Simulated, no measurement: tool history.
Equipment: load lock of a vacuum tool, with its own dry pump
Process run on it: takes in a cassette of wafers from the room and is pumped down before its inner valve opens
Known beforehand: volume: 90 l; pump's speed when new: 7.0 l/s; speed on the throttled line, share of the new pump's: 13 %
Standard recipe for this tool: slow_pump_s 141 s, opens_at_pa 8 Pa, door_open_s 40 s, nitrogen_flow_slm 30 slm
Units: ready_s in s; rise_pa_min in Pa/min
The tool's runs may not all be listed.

run	hour	slow_pump_s	opens_at_pa	door_open_s	nitrogen_flow_slm	incoming humidity of the room's air, %	ready_s	rise_pa_min
1	0.0	141	8	40	30	44.2	254.9	0.308
2	210.3	141	8	40	30	43.2	254.8	0.328
3	541.5	141	14	40	30	44.2	249.8	0.331
4	694.7	141	14	40	30	42.9	247.4	0.341
5	901.4	141	14	40	30	42.9	245.3	0.351
6	1122.6	141	12	40	30	43.8	250.9	0.363
7	1451.9	141	8	40	30	46.6	255.9	0.387
8	1813.8	141	8	40	30	44.8	255.9	0.413
9	2031.9	141	8	79	30	44.3	257.9	0.431
10	2198.4	141	8	79	30	44.9	259.2	0.445
11	2417.2	141	8	79	30	48.0	257.6	0.463
12	2576.3	141	13	79	30	45.7	249.7	0.468
13	2818.5	141	13	79	30	46.6	251.9	0.475
14	3051.7	141	6	79	30	44.6	263.5	0.500
15	3287.2	141	8	40	30	46.4	258.1	0.510
16	3534.6	141	8	40	30	45.4	261.0	0.539
17	3765.9	141	8	40	30	45.7	262.0	0.549
18	3972.5	141	8	40	30	43.5	258.7	0.566
# hour 4223.9: door's seal changed, seat wiped
19	4338.7	141	8	40	30	45.2	263.1	0.013
20	4591.7	73	8	40	4	46.7	203.4	0.030
21	4820.6	133	15	121	36	43.8	243.1	0.018
22	5092.9	213	8	212	37	47.0	326.8	0.027
23	5333.6	213	8	212	37	45.3	323.0	0.032
24	5513.8	249	8	36	26	45.8	354.8	0.032
25	5862.0	249	8	36	26	43.4	354.3	0.041
26	6215.5	190	8	54	16	45.1	306.8	0.061
27	6421.4	104	8	40	7	46.0	232.0	0.073
28	6755.9	104	8	40	7	48.3	235.0	0.082
29	7035.4	233	8	40	30	44.2	342.1	0.080
30	7329.9	127	6	57	5	40.8	258.5	0.100
31	7591.1	134	8	40	23	43.2	259.9	0.094
32	7868.0	134	15	111	4	48.1	251.1	0.131
33	8195.7	134	15	111	4	45.8	252.5	0.140
34	8438.5	141	6	73	30	46.6	272.5	0.127
35	8596.2	171	10	68	24	44.7	289.6	0.133
36	8828.3	171	12	58	7	45.9	287.7	0.155
37	9186.6	171	7	58	7	43.8	299.4	0.167

3 options for the next run, each taken on its own from the tool as it stands now. Forecast them:
A	9379.5	186	7	58	7	41.9	?	?
B	9379.5	237	8	154	10	41.7	?	?
C	9379.5	107	10	40	38	45.1	?	?

run	ready_s	rise_pa_min
A	308.3	0.175
B	351.7	0.180
C	240.8	0.155
Stripped of hidden state, with their random variation kept, the same runs would have yielded:
run	ready_s	rise_pa_min
A	284.0	0.023
B	329.2	0.030
C	214.8	0.007
